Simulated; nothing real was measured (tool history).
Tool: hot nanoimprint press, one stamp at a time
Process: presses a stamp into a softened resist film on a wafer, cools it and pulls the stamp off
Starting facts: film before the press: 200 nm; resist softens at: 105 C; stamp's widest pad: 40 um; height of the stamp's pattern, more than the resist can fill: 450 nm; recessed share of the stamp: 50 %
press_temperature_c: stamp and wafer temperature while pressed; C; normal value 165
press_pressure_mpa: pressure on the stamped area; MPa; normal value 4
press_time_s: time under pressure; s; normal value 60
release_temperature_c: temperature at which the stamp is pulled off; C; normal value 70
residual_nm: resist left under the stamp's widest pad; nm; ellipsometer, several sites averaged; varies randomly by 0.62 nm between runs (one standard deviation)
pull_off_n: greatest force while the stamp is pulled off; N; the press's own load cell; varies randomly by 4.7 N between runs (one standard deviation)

| run | hour | press_temperature_c | press_pressure_mpa | press_time_s | release_temperature_c | residual_nm | pull_off_n |
|---|---|---|---|---|---|---|---|
| 1 | 0 | 165 | 4 | 60 | 70 | 102 | 228 |
| 2 | 27.5 | 165 | 4 | 60 | 70 | 102 | 228 |
| 3 | 49.4 | 165 | 4 | 60 | 76 | 100.9 | 200 |
|  | 74.6 | stamp cleaned and given a new release coat |
| 4 | 76.9 | 165 | 4 | 60 | 76 | 102.5 | 202 |
| 5 | 107.2 | 165 | 4 | 60 | 76 | 100.3 | 199 |
| 6 | 127.8 | 165 | 4 | 60 | 76 | 100.8 | 199 |
| 7 | 163.3 | 165 | 4 | 60 | 76 | 100.8 | 201 |
| 8 | 188.6 | 165 | 4 | 60 | 76 | 100.6 | 193 |
| 9 | 233.5 | 165 | 4 | 35 | 70 | 119.5 | 235 |
| 10 | 259.4 | 165 | 4.91 | 60 | 70 | 90.6 | 230 |
| 11 | 294 | 174 | 4 | 60 | 70 | 74.8 | 234 |
| 12 | 328.1 | 174 | 4 | 60 | 70 | 74.8 | 230 |
| 13 | 359.3 | 174 | 4 | 60 | 70 | 74.5 | 231 |
| 14 | 391.9 | 165 | 2.9 | 109 | 61 | 96.6 | 266 |
| 15 | 418.9 | 159 | 5.63 | 53 | 58 | 109 | 291 |
| 16 | 457.3 | 159 | 5.63 | 53 | 58 | 109.6 | 293 |
| 17 | 476.7 | 163 | 4.74 | 87 | 60 | 87.9 | 289 |
| 18 | 497.5 | 163 | 4.74 | 87 | 60 | 87.2 | 272 |
| 19 | 525.8 | 171 | 5.49 | 60 | 62 | 70.9 | 285 |
| 20 | 564.4 | 165 | 5.36 | 60 | 68 | 87.4 | 245 |
|  | 601.1 | plate thermocouple calibrated |
| 21 | 607.2 | 165 | 3.76 | 85 | 70 | 92.1 | 238 |
|  | 656.2 | stamp cleaned and given a new release coat |
| 22 | 656.5 | 165 | 3.76 | 85 | 70 | 92.7 | 230 |
| 23 | 699.6 | 165 | 3.76 | 85 | 70 | 92.2 | 240 |

Predict each of these 4 candidate next runs independently; none follows another, all start after run 23:
| A | 720 | 175 | 2.88 | 85 | 70 | ? | ? |
| B | 720 | 165 | 4 | 39 | 59 | ? | ? |
| C | 720 | 165 | 3.95 | 85 | 70 | ? | ? |
| D | 720 | 157 | 3.49 | 60 | 57 | ? | ? |

| run | residual_nm | pull_off_n |
|---|---|---|
| A | 76.4 | 238 |
| B | 116.8 | 304 |
| C | 89.9 | 232 |
| D | 135.9 | 290 |
With the hidden condition removed and each run's random variation left untouched, the same runs would have given:
| run | residual_nm | pull_off_n |
|---|---|---|
| A | 76.4 | 237 |
| B | 116.8 | 304 |
| C | 89.9 | 232 |
| D | 135.9 | 290 |
